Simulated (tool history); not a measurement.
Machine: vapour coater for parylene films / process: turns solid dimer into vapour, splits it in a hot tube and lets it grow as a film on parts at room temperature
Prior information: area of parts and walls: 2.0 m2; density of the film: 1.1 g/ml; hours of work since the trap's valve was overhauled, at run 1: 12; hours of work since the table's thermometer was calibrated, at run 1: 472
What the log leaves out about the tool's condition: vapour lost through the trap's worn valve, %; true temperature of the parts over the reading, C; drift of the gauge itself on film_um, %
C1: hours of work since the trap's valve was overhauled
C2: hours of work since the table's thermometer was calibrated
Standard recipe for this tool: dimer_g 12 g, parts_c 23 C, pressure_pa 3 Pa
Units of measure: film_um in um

{"run": 1, "hour": 0.0, "dimer_g": 12, "parts_c": 23, "pressure_pa": 3, "C1": 12, "C2": 472, "film_um": 4.1}
{"run": 2, "hour": 32.3, "dimer_g": 12, "parts_c": 20, "pressure_pa": 3, "C1": 33, "C2": 492, "film_um": 4.61}
{"run": 3, "hour": 52.5, "dimer_g": 12, "parts_c": 33, "pressure_pa": 3, "C1": 46, "C2": 505, "film_um": 2.84}
{"run": 4, "hour": 75.7, "dimer_g": 12, "parts_c": 33, "pressure_pa": 3, "C1": 60, "C2": 520, "film_um": 2.85}
{"run": 5, "hour": 119.5, "dimer_g": 12, "parts_c": 23, "pressure_pa": 3, "C1": 88, "C2": 548, "film_um": 4.04}
{"run": 6, "hour": 143.1, "dimer_g": 12, "parts_c": 23, "pressure_pa": 3, "C1": 103, "C2": 563, "film_um": 4.13}
{"run": 7, "hour": 175.7, "dimer_g": 12, "parts_c": 23, "pressure_pa": 3, "C1": 124, "C2": 583, "film_um": 4.06}
{"run": 8, "hour": 211.1, "dimer_g": 12, "parts_c": 23, "pressure_pa": 3, "C1": 146, "C2": 606, "film_um": 4.08}
{"run": 9, "hour": 245.7, "dimer_g": 12, "parts_c": 23, "pressure_pa": 3, "C1": 168, "C2": 628, "film_um": 4.09}
{"run": 10, "hour": 268.5, "dimer_g": 12, "parts_c": 23, "pressure_pa": 3, "C1": 183, "C2": 642, "film_um": 4.1}
{"run": 11, "hour": 289.1, "dimer_g": 12, "parts_c": 23, "pressure_pa": 3, "C1": 196, "C2": 655, "film_um": 4.08}
{"run": 12, "hour": 313.3, "dimer_g": 12, "parts_c": 23, "pressure_pa": 3, "C1": 211, "C2": 670, "film_um": 4.12}
{"run": 13, "hour": 338.4, "dimer_g": 12, "parts_c": 23, "pressure_pa": 3, "C1": 227, "C2": 686, "film_um": 4.09}
{"run": 14, "hour": 379.9, "dimer_g": 12, "parts_c": 23, "pressure_pa": 3, "C1": 253, "C2": 713, "film_um": 4.09}
{"run": 15, "hour": 410.7, "dimer_g": 12, "parts_c": 23, "pressure_pa": 3, "C1": 273, "C2": 732, "film_um": 4.08}
{"run": 16, "hour": 430.2, "dimer_g": 12, "parts_c": 23, "pressure_pa": 3, "C1": 285, "C2": 744, "film_um": 4.15}
{"run": 17, "hour": 452.5, "dimer_g": 12, "parts_c": 26, "pressure_pa": 3, "C1": 299, "C2": 759, "film_um": 3.65}
{"run": 18, "hour": 483.4, "dimer_g": 12, "parts_c": 26, "pressure_pa": 3, "C1": 319, "C2": 778, "film_um": 3.63}
{"run": 19, "hour": 519.8, "dimer_g": 20, "parts_c": 33, "pressure_pa": 3, "C1": 342, "C2": 801, "film_um": 4.73}
{"run": 20, "hour": 539.2, "dimer_g": 12, "parts_c": 23, "pressure_pa": 2.21, "C1": 354, "C2": 814, "film_um": 4.38}
{"run": 21, "hour": 581.0, "dimer_g": 8, "parts_c": 24, "pressure_pa": 3, "C1": 381, "C2": 840, "film_um": 2.63}
{"run": 22, "hour": 617.1, "dimer_g": 15, "parts_c": 24, "pressure_pa": 3, "C1": 403, "C2": 863, "film_um": 4.9}
{"run": 23, "hour": 656.5, "dimer_g": 10, "parts_c": 24, "pressure_pa": 2.43, "C1": 428, "C2": 888, "film_um": 3.44}
{"run": 24, "hour": 691.5, "dimer_g": 6, "parts_c": 16, "pressure_pa": 5.88, "C1": 451, "C2": 910, "film_um": 2.27}
{"run": 25, "hour": 715.3, "dimer_g": 6, "parts_c": 16, "pressure_pa": 5.88, "C1": 466, "C2": 925, "film_um": 2.26}
{"run": 26, "hour": 749.8, "dimer_g": 6, "parts_c": 16, "pressure_pa": 5.88, "C1": 488, "C2": 947, "film_um": 2.28}
{"run": 27, "hour": 777.8, "dimer_g": 12, "parts_c": 20, "pressure_pa": 2.44, "C1": 505, "C2": 965, "film_um": 4.76}
{"run": 28, "hour": 805.1, "dimer_g": 12, "parts_c": 20, "pressure_pa": 2.44, "C1": 523, "C2": 982, "film_um": 4.77}
{"run": 29, "hour": 835.5, "dimer_g": 12, "parts_c": 35, "pressure_pa": 2.39, "C1": 542, "C2": 1001, "film_um": 2.74}
{"run": 30, "hour": 854.8, "dimer_g": 10, "parts_c": 18, "pressure_pa": 10.39, "C1": 554, "C2": 1013, "film_um": 3.12}
{"hour": 873.9, "done": "trap's valve overhauled"}
{"run": 31, "hour": 894.5, "dimer_g": 10, "parts_c": 18, "pressure_pa": 10.39, "C1": 13, "C2": 1036, "film_um": 3.15}
{"run": 32, "hour": 917.8, "dimer_g": 10, "parts_c": 28, "pressure_pa": 4.35, "C1": 28, "C2": 1051, "film_um": 2.64}

For each entry between runs, how does the tool's hidden state at the last listed run before it compare with that at the first listed run after it?
Runs 30 to 31: trap's valve overhauled (hour 873.9)
  vapour lost through the trap's worn valve, %: 0.6 -> 0.1
  measured value less the no-hidden-state value, film_um: -0.02 -> +0 um
